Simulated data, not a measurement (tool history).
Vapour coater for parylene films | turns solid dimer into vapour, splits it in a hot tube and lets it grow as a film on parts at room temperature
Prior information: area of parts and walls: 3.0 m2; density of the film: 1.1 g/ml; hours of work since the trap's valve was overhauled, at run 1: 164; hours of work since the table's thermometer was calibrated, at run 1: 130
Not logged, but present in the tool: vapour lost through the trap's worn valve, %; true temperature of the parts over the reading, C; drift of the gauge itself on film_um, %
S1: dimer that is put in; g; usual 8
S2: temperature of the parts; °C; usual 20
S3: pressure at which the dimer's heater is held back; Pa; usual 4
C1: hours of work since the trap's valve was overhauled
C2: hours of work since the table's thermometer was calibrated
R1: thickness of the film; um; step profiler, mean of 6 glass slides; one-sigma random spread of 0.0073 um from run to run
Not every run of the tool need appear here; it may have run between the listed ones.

run     day  S1  S2     S3   C1   C2     R1
  1       0   8  20      4  164  130  1.212
  2    0.45   8  20   7.24  170  135  1.052
  3   1.071   8  20   7.24  177  142  1.059
  4   1.729   8  20   7.24  184  150  1.051
  5   2.308   8  20   7.24  190  156   1.05
  6   2.792   8  20   7.24  196  162  1.047
  7   3.262   8  20   7.24  201  167  1.049
  8   3.908  11  20      4  208  174  1.648
  9   4.383  11  20      4  214  179  1.643
 10   4.771   8  20      4  218  184  1.199
 11   5.471   8  20      4  226  192  1.214
 12   6.275   8  20   5.43  235  201  1.138
 13   6.975   8  20   6.16  243  209  1.081
 14    7.75   8  20      4  252  217  1.213
 15   8.421   8  20      4  259  225   1.19
 16   9.104   8  17      4  267  233   1.26
 17   9.462   8  14      4  271  237  1.321
 18   9.788   8  20      4  275  240  1.205
 19  10.317   8  20      4  281  246  1.203
 20  11.004   8  24      4  288  254   1.13
 21   11.75   8  24      4  297  262  1.125
 22  12.296   5  20      4  303  269  0.756
 23  12.704   5  20      4  308  273  0.752
 24  13.483   5  20      4  316  282  0.748
 25  13.875   8  25   3.84  321  286  1.106
 26   14.55   8  25   3.84  328  294  1.117
 27  14.938   8  21   3.84  333  298  1.187
 28    15.5   4  21   2.37  339  305  0.655
 29  16.196   4  21   2.37  347  313  0.661
 30  16.633   4  21   6.75  352  317  0.517
 31  16.971   5  18   3.57  356  321  0.791
 32  17.321   3  12   6.42  360  325  0.472
 33  17.654   3  12   6.42  363  329  0.438
 34  18.188   3  12   2.31  369  335  0.568
 35  18.912   3  12   2.31  377  343  0.577
 36  19.488   9  20  11.77  384  350  1.056
 37  19.825   3  30      4  388  353  0.381
 38  20.479   3  25      4  395  361  0.403
 39  20.854   5  29   7.52  399  365  0.553
 40  21.417   5  29   7.52  406  371  0.555
 41  22.162   5  15   4.21  414  380  0.797
 42  22.967   5  15   4.21  423  389    0.8
 43  23.458   8  13      4  429  394  1.313
 44  23.879   7  18   2.71  433  399  1.181
 45  24.554   7  18   7.12  441  407   0.94
 46  24.888   7  14   8.25  445  410   0.97
 47  25.688   7  14   8.25  454  419  0.969

Predict each of these 4 candidate next runs independently; none follows another, all start after run 47:
  A  26.479   8  20  2.44  463  428   ?
  B  26.479   7  21  5.25  463  428   ?
  C  26.479   5  21  6.23  463  428   ?
  D  26.479   6  14  8.25  463  428   ?

run     R1
  A   1.32
  B  0.952
  C  0.661
  D  0.829
Without the tool's hidden state the same runs would have given:
run     R1
  A  1.374
  B  0.992
  C  0.688
  D  0.863
